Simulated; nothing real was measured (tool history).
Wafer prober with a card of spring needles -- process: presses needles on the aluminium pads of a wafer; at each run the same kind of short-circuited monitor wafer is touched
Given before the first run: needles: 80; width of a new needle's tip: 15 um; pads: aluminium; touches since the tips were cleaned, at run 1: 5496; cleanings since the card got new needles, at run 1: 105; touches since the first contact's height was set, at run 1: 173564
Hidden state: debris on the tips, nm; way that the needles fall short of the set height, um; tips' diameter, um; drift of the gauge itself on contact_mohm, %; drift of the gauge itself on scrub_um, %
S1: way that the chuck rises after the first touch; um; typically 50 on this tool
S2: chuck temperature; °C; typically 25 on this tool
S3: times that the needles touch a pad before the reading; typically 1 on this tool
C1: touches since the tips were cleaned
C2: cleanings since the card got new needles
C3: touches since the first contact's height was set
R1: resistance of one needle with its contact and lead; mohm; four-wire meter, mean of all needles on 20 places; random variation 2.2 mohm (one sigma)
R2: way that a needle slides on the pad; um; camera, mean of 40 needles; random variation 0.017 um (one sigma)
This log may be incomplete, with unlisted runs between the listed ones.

{"run": 1, "hour": 0.0, "S1": 50, "S2": 25, "S3": 1, "C1": 5496, "C2": 105, "C3": 173564, "R1": 317, "R2": 6.84}
{"hour": 9.2, "done": "tips cleaned on abrasive film"}
{"hour": 36.6, "done": "tips cleaned on abrasive film"}
{"run": 2, "hour": 57.2, "S1": 50, "S2": 25, "S3": 1, "C1": 7424, "C2": 107, "C3": 194124, "R1": 339, "R2": 6.67}
{"hour": 61.4, "done": "tips cleaned on abrasive film"}
{"hour": 87.8, "done": "tips cleaned on abrasive film"}
{"run": 3, "hour": 87.8, "S1": 50, "S2": 25, "S3": 1, "C1": 0, "C2": 109, "C3": 205100, "R1": 261, "R2": 6.65}
{"hour": 113.8, "done": "tips cleaned on abrasive film"}
{"hour": 114.1, "done": "height of the first contact set anew"}
{"hour": 139.9, "done": "tips cleaned on abrasive film"}
{"hour": 146.5, "done": "tips cleaned on abrasive film, once more"}
{"run": 4, "hour": 156.7, "S1": 50, "S2": 25, "S3": 3, "C1": 3649, "C2": 112, "C3": 15266, "R1": 274, "R2": 7.05}
{"hour": 175.1, "done": "tips cleaned on abrasive film"}
{"hour": 202.4, "done": "tips cleaned on abrasive film"}
{"hour": 225.7, "done": "tips cleaned on abrasive film"}
{"run": 5, "hour": 226.2, "S1": 50, "S2": 25, "S3": 3, "C1": 194, "C2": 115, "C3": 40243, "R1": 262, "R2": 7.03}
{"hour": 249.7, "done": "tips cleaned on abrasive film"}
{"hour": 278.0, "done": "tips cleaned on abrasive film"}
{"run": 6, "hour": 278.0, "S1": 50, "S2": 25, "S3": 1, "C1": 0, "C2": 117, "C3": 58857, "R1": 261, "R2": 6.95}
{"hour": 302.8, "done": "tips cleaned on abrasive film"}
{"hour": 329.6, "done": "tips cleaned on abrasive film"}
{"run": 7, "hour": 349.9, "S1": 50, "S2": 25, "S3": 1, "C1": 7324, "C2": 119, "C3": 84724, "R1": 325, "R2": 6.94}
{"hour": 355.8, "done": "tips cleaned on abrasive film"}
{"hour": 384.0, "done": "tips cleaned on abrasive film"}
{"hour": 407.3, "done": "tips cleaned on abrasive film"}
{"run": 8, "hour": 407.3, "S1": 31, "S2": 25, "S3": 1, "C1": 0, "C2": 122, "C3": 105311, "R1": 290, "R2": 4.21}
{"hour": 433.8, "done": "tips cleaned on abrasive film"}
{"run": 9, "hour": 449.2, "S1": 42, "S2": 25, "S3": 1, "C1": 5577, "C2": 123, "C3": 120403, "R1": 355, "R2": 5.72}
{"hour": 459.2, "done": "tips cleaned on abrasive film"}
{"hour": 485.2, "done": "tips cleaned on abrasive film"}
{"run": 10, "hour": 496.4, "S1": 42, "S2": 25, "S3": 1, "C1": 4050, "C2": 125, "C3": 137355, "R1": 343, "R2": 5.7}
{"hour": 511.4, "done": "tips cleaned on abrasive film"}
{"run": 11, "hour": 526.6, "S1": 42, "S2": 25, "S3": 1, "C1": 5493, "C2": 126, "C3": 148209, "R1": 365, "R2": 5.68}
{"hour": 536.9, "done": "tips cleaned on abrasive film"}
{"hour": 561.4, "done": "tips cleaned on abrasive film"}
{"hour": 585.2, "done": "tips cleaned on abrasive film"}
{"run": 12, "hour": 597.3, "S1": 40, "S2": 28, "S3": 2, "C1": 4379, "C2": 129, "C3": 173598, "R1": 328, "R2": 5.32}
{"hour": 610.8, "done": "tips cleaned on abrasive film"}
{"hour": 636.0, "done": "tips cleaned on abrasive film"}
{"run": 13, "hour": 656.1, "S1": 40, "S2": 28, "S3": 2, "C1": 7245, "C2": 131, "C3": 194716, "R1": 336, "R2": 5.32}
{"hour": 661.9, "done": "tips cleaned on abrasive film"}
{"hour": 688.6, "done": "tips cleaned on abrasive film"}
{"hour": 713.1, "done": "tips cleaned on abrasive film"}
{"hour": 713.4, "done": "height of the first contact set anew"}
{"run": 14, "hour": 723.5, "S1": 40, "S2": 28, "S3": 2, "C1": 3653, "C2": 134, "C3": 3653, "R1": 316, "R2": 5.66}
{"hour": 737.8, "done": "tips cleaned on abrasive film"}
{"hour": 765.9, "done": "tips cleaned on abrasive film"}
{"run": 15, "hour": 785.5, "S1": 40, "S2": 28, "S3": 2, "C1": 7069, "C2": 136, "C3": 25965, "R1": 331, "R2": 5.66}
{"hour": 789.9, "done": "tips cleaned on abrasive film"}
{"hour": 813.1, "done": "tips cleaned on abrasive film"}
{"hour": 841.5, "done": "tips cleaned on abrasive film"}
{"run": 16, "hour": 852.5, "S1": 66, "S2": 25, "S3": 1, "C1": 3953, "C2": 139, "C3": 49995, "R1": 298, "R2": 9.31}
{"hour": 866.9, "done": "tips cleaned on abrasive film"}
{"hour": 892.1, "done": "tips cleaned on abrasive film"}
{"run": 17, "hour": 892.1, "S1": 50, "S2": 42, "S3": 2, "C1": 0, "C2": 141, "C3": 64212, "R1": 266, "R2": 7}
{"hour": 918.3, "done": "tips cleaned on abrasive film"}
{"hour": 941.9, "done": "tips cleaned on abrasive film"}
{"run": 18, "hour": 941.9, "S1": 50, "S2": 42, "S3": 2, "C1": 0, "C2": 143, "C3": 82098, "R1": 269, "R2": 6.95}
{"hour": 968.5, "done": "tips cleaned on abrasive film"}
{"hour": 993.0, "done": "tips cleaned on abrasive film"}
{"run": 19, "hour": 993.0, "S1": 46, "S2": 94, "S3": 2, "C1": 12, "C2": 145, "C3": 100467, "R1": 282, "R2": 6.34}
{"hour": 1017.8, "done": "tips cleaned on abrasive film"}
{"hour": 1041.7, "done": "tips cleaned on abrasive film"}
{"run": 20, "hour": 1043.5, "S1": 51, "S2": 94, "S3": 2, "C1": 655, "C2": 147, "C3": 118624, "R1": 294, "R2": 7.01}
{"hour": 1067.6, "done": "tips cleaned on abrasive film"}
{"hour": 1092.9, "done": "tips cleaned on abrasive film"}
{"run": 21, "hour": 1102.3, "S1": 51, "S2": 94, "S3": 2, "C1": 3411, "C2": 149, "C3": 139757, "R1": 313, "R2": 7.01}

Here are 5 independent what-if runs from the current tool condition. What would each one return?
{"hour": 1116.1, "done": "tips cleaned on abrasive film"}
{"hour": 1141.3, "done": "tips cleaned on abrasive film"}
{"run": "A", "hour": 1161.2, "S1": 50, "S2": 25, "S3": 2, "C1": 7161, "C2": 151, "C3": 160926, "R1": "?", "R2": "?"}
{"hour": 1116.1, "done": "tips cleaned on abrasive film"}
{"hour": 1141.3, "done": "tips cleaned on abrasive film"}
{"run": "B", "hour": 1161.2, "S1": 66, "S2": 107, "S3": 2, "C1": 7161, "C2": 151, "C3": 160926, "R1": "?", "R2": "?"}
{"hour": 1116.1, "done": "tips cleaned on abrasive film"}
{"hour": 1141.3, "done": "tips cleaned on abrasive film"}
{"run": "C", "hour": 1161.2, "S1": 36, "S2": 25, "S3": 1, "C1": 7161, "C2": 151, "C3": 160926, "R1": "?", "R2": "?"}
{"hour": 1116.1, "done": "tips cleaned on abrasive film"}
{"hour": 1141.3, "done": "tips cleaned on abrasive film"}
{"run": "D", "hour": 1161.2, "S1": 51, "S2": 94, "S3": 2, "C1": 7161, "C2": 151, "C3": 160926, "R1": "?", "R2": "?"}
{"hour": 1116.1, "done": "tips cleaned on abrasive film"}
{"hour": 1141.3, "done": "tips cleaned on abrasive film"}
{"run": "E", "hour": 1161.2, "S1": 53, "S2": 113, "S3": 2, "C1": 7161, "C2": 151, "C3": 160926, "R1": "?", "R2": "?"}

run=A R1=306 R2=6.84
run=B R1=298 R2=9.07
run=C R1=427 R2=4.84
run=D R1=314 R2=6.95
run=E R1=324 R2=7.22
Stripped of hidden state, with their random variation kept, the same runs would have yielded:
run=A R1=248 R2=7.11
run=B R1=265 R2=9.35
run=C R1=254 R2=5.11
run=D R1=262 R2=7.23
run=E R1=275 R2=7.49
